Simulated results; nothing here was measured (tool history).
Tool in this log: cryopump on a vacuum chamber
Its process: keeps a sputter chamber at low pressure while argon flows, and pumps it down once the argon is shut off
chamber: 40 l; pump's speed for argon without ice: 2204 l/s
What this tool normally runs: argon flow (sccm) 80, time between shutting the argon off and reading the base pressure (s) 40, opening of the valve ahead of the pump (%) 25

| run | hour | argon flow (sccm) | time between shutting the argon off and reading the base pressure (s) | opening of the valve ahead of the pump (%) | pressure while argon flows (Pa) | pressure after the wait (uPa) |
|---|---|---|---|---|---|---|
| 1 | 0.0 | 80 | 40 | 25 | 0.2725 | 2.40 |
|  | 12.8 | pump warmed up, emptied and cooled again |
| 2 | 16.3 | 80 | 40 | 25 | 0.2468 | 1.84 |
| 3 | 25.8 | 80 | 40 | 25 | 0.2455 | 1.95 |
| 4 | 40.8 | 80 | 40 | 25 | 0.2471 | 1.89 |
| 5 | 57.5 | 80 | 40 | 25 | 0.2482 | 1.93 |
| 6 | 65.7 | 143 | 40 | 25 | 0.4425 | 1.89 |
| 7 | 76.0 | 143 | 40 | 25 | 0.4429 | 1.88 |
| 8 | 86.8 | 80 | 40 | 25 | 0.2472 | 2.01 |
| 9 | 97.6 | 80 | 40 | 25 | 0.2480 | 1.89 |
| 10 | 107.4 | 80 | 40 | 25 | 0.2482 | 1.96 |
| 11 | 116.7 | 80 | 40 | 38 | 0.1663 | 1.92 |
| 12 | 130.8 | 80 | 40 | 38 | 0.1658 | 1.97 |
| 13 | 138.2 | 80 | 40 | 38 | 0.1654 | 1.91 |
| 14 | 156.1 | 80 | 40 | 38 | 0.1667 | 2.01 |
| 15 | 172.9 | 80 | 40 | 38 | 0.1682 | 2.07 |
| 16 | 180.9 | 80 | 40 | 38 | 0.1672 | 2.08 |
| 17 | 190.1 | 80 | 40 | 38 | 0.1678 | 2.06 |
| 18 | 205.3 | 80 | 217 | 24 | 0.2625 | 1.57 |
| 19 | 218.7 | 80 | 146 | 42 | 0.1544 | 1.67 |

Run 20, settings as shown, results not yet in. Your forecast:
| 20 | 229.6 | 43 | 135 | 41 | ? | ? |

Run 20 gave pressure while argon flows (Pa) 0.0844, pressure after the wait (uPa) 1.66.
If the tool had no hidden condition, the same run with the same run-to-run variation would have returned pressure while argon flows (Pa) 0.0803, pressure after the wait (uPa) 0.30.
